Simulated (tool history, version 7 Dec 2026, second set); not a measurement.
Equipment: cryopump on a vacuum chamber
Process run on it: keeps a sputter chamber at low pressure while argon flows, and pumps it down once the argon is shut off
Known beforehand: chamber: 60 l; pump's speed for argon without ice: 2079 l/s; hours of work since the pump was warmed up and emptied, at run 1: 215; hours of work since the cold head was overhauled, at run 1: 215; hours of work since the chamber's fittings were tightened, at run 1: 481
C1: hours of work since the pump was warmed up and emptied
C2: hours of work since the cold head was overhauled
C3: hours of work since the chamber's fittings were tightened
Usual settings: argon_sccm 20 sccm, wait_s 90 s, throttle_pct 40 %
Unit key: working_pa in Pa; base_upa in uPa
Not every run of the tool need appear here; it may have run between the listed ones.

{"run": 1, "hour": 0.0, "argon_sccm": 20, "wait_s": 90, "throttle_pct": 40, "C1": 215, "C2": 215, "C3": 481, "working_pa": 0.0414, "base_upa": 1.04}
{"run": 2, "hour": 62.6, "argon_sccm": 20, "wait_s": 90, "throttle_pct": 41, "C1": 264, "C2": 264, "C3": 531, "working_pa": 0.0403, "base_upa": 1.02}
{"run": 3, "hour": 165.3, "argon_sccm": 20, "wait_s": 90, "throttle_pct": 41, "C1": 346, "C2": 346, "C3": 613, "working_pa": 0.0405, "base_upa": 1.05}
{"run": 4, "hour": 252.3, "argon_sccm": 20, "wait_s": 90, "throttle_pct": 41, "C1": 415, "C2": 415, "C3": 682, "working_pa": 0.0405, "base_upa": 1.05}
{"run": 5, "hour": 366.9, "argon_sccm": 20, "wait_s": 51, "throttle_pct": 40, "C1": 506, "C2": 506, "C3": 772, "working_pa": 0.0415, "base_upa": 1.69}
{"run": 6, "hour": 473.5, "argon_sccm": 20, "wait_s": 90, "throttle_pct": 16, "C1": 590, "C2": 590, "C3": 857, "working_pa": 0.1028, "base_upa": 1.05}
{"run": 7, "hour": 565.9, "argon_sccm": 34, "wait_s": 211, "throttle_pct": 40, "C1": 664, "C2": 664, "C3": 930, "working_pa": 0.0717, "base_upa": 0.65}
{"run": 8, "hour": 627.6, "argon_sccm": 8, "wait_s": 97, "throttle_pct": 22, "C1": 713, "C2": 713, "C3": 979, "working_pa": 0.0302, "base_upa": 1.01}
{"run": 9, "hour": 748.4, "argon_sccm": 13, "wait_s": 90, "throttle_pct": 40, "C1": 809, "C2": 809, "C3": 1075, "working_pa": 0.0274, "base_upa": 1.09}
{"run": 10, "hour": 840.7, "argon_sccm": 16, "wait_s": 90, "throttle_pct": 33, "C1": 882, "C2": 882, "C3": 1148, "working_pa": 0.0411, "base_upa": 1.11}
{"run": 11, "hour": 913.3, "argon_sccm": 24, "wait_s": 27, "throttle_pct": 40, "C1": 939, "C2": 939, "C3": 1206, "working_pa": 0.0513, "base_upa": 2.97}
{"run": 12, "hour": 992.9, "argon_sccm": 28, "wait_s": 65, "throttle_pct": 40, "C1": 1003, "C2": 1003, "C3": 1269, "working_pa": 0.0602, "base_upa": 1.42}

The same runs without the tool's hidden state, with the same run-to-run variation:
Hidden conditions of the tool in this case: pump's speed, % of a pump's without ice; cold plate's temperature, K; leak into the chamber, uPa l/s; drift of the gauge itself on working_pa, %; drift of the gauge itself on base_upa, %.
run=1 working_pa=0.0410 base_upa=0.97
run=2 working_pa=0.0397 base_upa=0.95
run=3 working_pa=0.0397 base_upa=0.96
run=4 working_pa=0.0395 base_upa=0.95
run=5 working_pa=0.0404 base_upa=1.58
run=6 working_pa=0.1015 base_upa=0.93
run=7 working_pa=0.0691 base_upa=0.51
run=8 working_pa=0.0296 base_upa=0.86
run=9 working_pa=0.0262 base_upa=0.93
run=10 working_pa=0.0395 base_upa=0.93
run=11 working_pa=0.0487 base_upa=2.79
run=12 working_pa=0.0568 base_upa=1.23
